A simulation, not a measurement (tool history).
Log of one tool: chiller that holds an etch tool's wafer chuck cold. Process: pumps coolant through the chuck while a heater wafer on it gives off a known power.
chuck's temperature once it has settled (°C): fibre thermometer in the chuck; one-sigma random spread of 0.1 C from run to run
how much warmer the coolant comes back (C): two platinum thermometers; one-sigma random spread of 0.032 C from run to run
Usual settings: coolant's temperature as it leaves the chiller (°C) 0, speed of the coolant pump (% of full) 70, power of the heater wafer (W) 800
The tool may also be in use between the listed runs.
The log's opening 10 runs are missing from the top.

run    hour  coolant's temperature as it leaves the chiller (°C)  speed of the coolant pump (% of full)  power of the heater wafer (W)  chuck's temperature once it has settled (°C)  how much warmer the coolant comes back (C)
 11   504.4                                                    0                                     70                            729                                          10.5                                        3.52
      542.5  -- coolant changed, channels flushed
 12   579.3                                                    0                                     70                            729                                           9.8                                        3.51
 13   644.4                                                    0                                     70                            452                                           6.2                                        2.13
 14   699.7                                                    0                                     70                            452                                           6.1                                        2.14
 15   745.7                                                    0                                     74                            452                                           5.7                                        2.05
 16   808.6                                                    0                                     74                            452                                           5.9                                        2.08
 17   865.4                                                   -3                                     99                           1128                                           8.4                                        3.83
      871.5  -- chiller's thermometer calibrated
 18   927.6                                                   -3                                     99                           1128                                           8.6                                        3.85
 19   981.8                                                   -2                                     93                           1182                                          10.5                                        4.29
 20  1030.2                                                    0                                     69                            928                                          12.7                                        4.53
     1038.1  -- chiller's thermometer calibrated, once more
 21  1086.2                                                   -9                                    100                            439                                          -4.4                                        1.46
 22  1136.1                                                   -9                                     66                            727                                           1.6                                        3.71
 23  1170.8                                                    8                                     84                            529                                          14.2                                        2.15
 24  1204.5                                                   -6                                     64                            845                                           6.7                                        4.54
 25  1271.3                                                    0                                     68                            992                                          14.1                                        4.91
 26  1330.7                                                   -5                                     75                            951                                           7.3                                        4.32
 27  1386.8                                                   -2                                     76                            800                                           8.5                                        3.62
 28  1423.4                                                    5                                     98                            452                                           9.7                                        1.57
 29  1454.8                                                    2                                     81                           1027                                          14.6                                        4.28
 30  1485.9                                                    2                                     81                           1027                                          14.6                                        4.30
 31  1517.9                                                    1                                     79                            887                                          12.3                                        3.80

Forecast each of these 4 alternatives for the next run:
  A  1557.8                                                    0                                     62                            800                                             ?                                           ?
  B  1557.8                                                   -9                                     73                            427                                             ?                                           ?
  C  1557.8                                                    6                                     97                            800                                             ?                                           ?
  D  1557.8                                                    4                                     81                            800                                             ?                                           ?

run  chuck's temperature once it has settled (°C)  how much warmer the coolant comes back (C)
  A                                          12.5                                        4.43
  B                                          -3.3                                        2.00
  C                                          14.6                                        2.77
  D                                          14.0                                        3.31
Take away the tool's hidden state, keep each run's random variation, and the runs would have read:
run  chuck's temperature once it has settled (°C)  how much warmer the coolant comes back (C)
  A                                          12.0                                        4.28
  B                                          -3.5                                        1.94
  C                                          14.3                                        2.68
  D                                          13.6                                        3.20
